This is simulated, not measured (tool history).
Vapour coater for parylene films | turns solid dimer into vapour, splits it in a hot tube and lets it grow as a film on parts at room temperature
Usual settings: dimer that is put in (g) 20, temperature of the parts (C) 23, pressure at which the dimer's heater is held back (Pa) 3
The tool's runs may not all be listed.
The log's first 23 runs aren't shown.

run    hour  dimer that is put in (g)  temperature of the parts (C)  pressure at which the dimer's heater is held back (Pa)  thickness of the film (nm)
 24   635.1                        20                            34                                                       3                        8710
      653.6  -- trap's valve overhauled, once more
 25   678.2                        35                            25                                                       3                       27340
 26   707.6                        20                            29                                                       3                       12870
 27   741.5                        20                            19                                                       3                       20680
 28   777.8                         9                            19                                                       3                        9230
 29   800.5                         9                            19                                                    4.75                        8390
 30   838.8                         9                            19                                                    4.75                        8340
 31   859.4                         9                            19                                                    4.75                        8390
 32   895.8                         9                            18                                                    4.37                        8920
 33   917.7                         9                            28                                                    6.22                        5050
 34     957                        14                            20                                                    6.22                       11740
 35   979.6                        21                            26                                                    3.66                       14530
 36  1008.9                        11                            19                                                    3.66                       10700
 37  1044.8                        13                            22                                                     9.1                        8870
 38  1064.5                        15                            23                                                   11.56                        9260
 39  1097.7                        20                            27                                                       3                       13540
 40  1136.9                        11                            23                                                   10.41                        6950
 41  1170.4                        20                            23                                                       3                       16530
 42  1197.2                        20                            17                                                       3                       21300
 43  1222.3                        32                            30                                                    2.14                       20000
 44  1249.3                        32                            30                                                    2.14                       20150
 45  1268.1                        13                            30                                                    3.19                        7540
 46  1294.1                        25                            16                                                    3.94                       26450
 47  1316.9                        25                            16                                                    3.94                       26200
 48  1354.5                        20                            16                                                    8.15                       18220

3 ways to go on from here, each from the tool as it stands after run 48. What would each give?
  A  1381.1                        20                            25                                                    8.15                           ?
  B  1381.1                         8                            23                                                    3.05                           ?
  C  1381.1                        26                            32                                                    6.85                           ?

run  thickness of the film (nm)
  A                       11910
  B                        6570
  C                       11650
Without the tool's hidden state the same runs would have given:
run  thickness of the film (nm)
  A                       12120
  B                        6690
  C                       11860
